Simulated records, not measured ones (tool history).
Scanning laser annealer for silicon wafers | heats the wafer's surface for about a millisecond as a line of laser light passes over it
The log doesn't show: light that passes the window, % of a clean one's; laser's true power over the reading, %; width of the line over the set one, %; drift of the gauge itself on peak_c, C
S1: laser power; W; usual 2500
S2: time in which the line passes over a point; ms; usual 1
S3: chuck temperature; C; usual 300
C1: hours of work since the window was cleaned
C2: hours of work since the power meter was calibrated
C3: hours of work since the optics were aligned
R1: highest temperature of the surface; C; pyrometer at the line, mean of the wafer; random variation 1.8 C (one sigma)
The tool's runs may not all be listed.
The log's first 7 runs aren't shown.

run   hour    S1    S2   S3   C1   C2   C3    R1
     192.2  -- window over the wafer cleaned
  8  203.9  2500     1  300    5  144  169   997
  9  221.4  2500     1  300   13  152  177   995
 10  248.8  2500     1  300   26  164  190   996
 11  267.8  2500     1  300   35  173  198   995
     274.6  -- optics aligned, line set to its width
 12  302.1  2500     1  300   48  186   13   994
 13    329  2500  0.75  300   60  199   25   906
 14  362.5  2500  0.75  300   76  214   40   907
     380.1  -- optics aligned, line set to its width, once more
 15  398.1  2500     1  277   90  228    8   975
 16  426.9  2438     1  277  103  241   21   953
 17    460  2547     1  300  118  256   37  1013
 18  479.1  2547     1  300  127  265   45  1012
 19  504.9  2547     1  300  138  277   57  1013
 20    533  2547     1  300  151  290   70  1011
 21  565.9  2574     1  300  166  305   85  1022

The next listed run, before its measurement:
 22   583  2335   1  287  174  312  93   ?

R1: 928 C
Without the tool's hidden state the same run would have given R1 935 C.
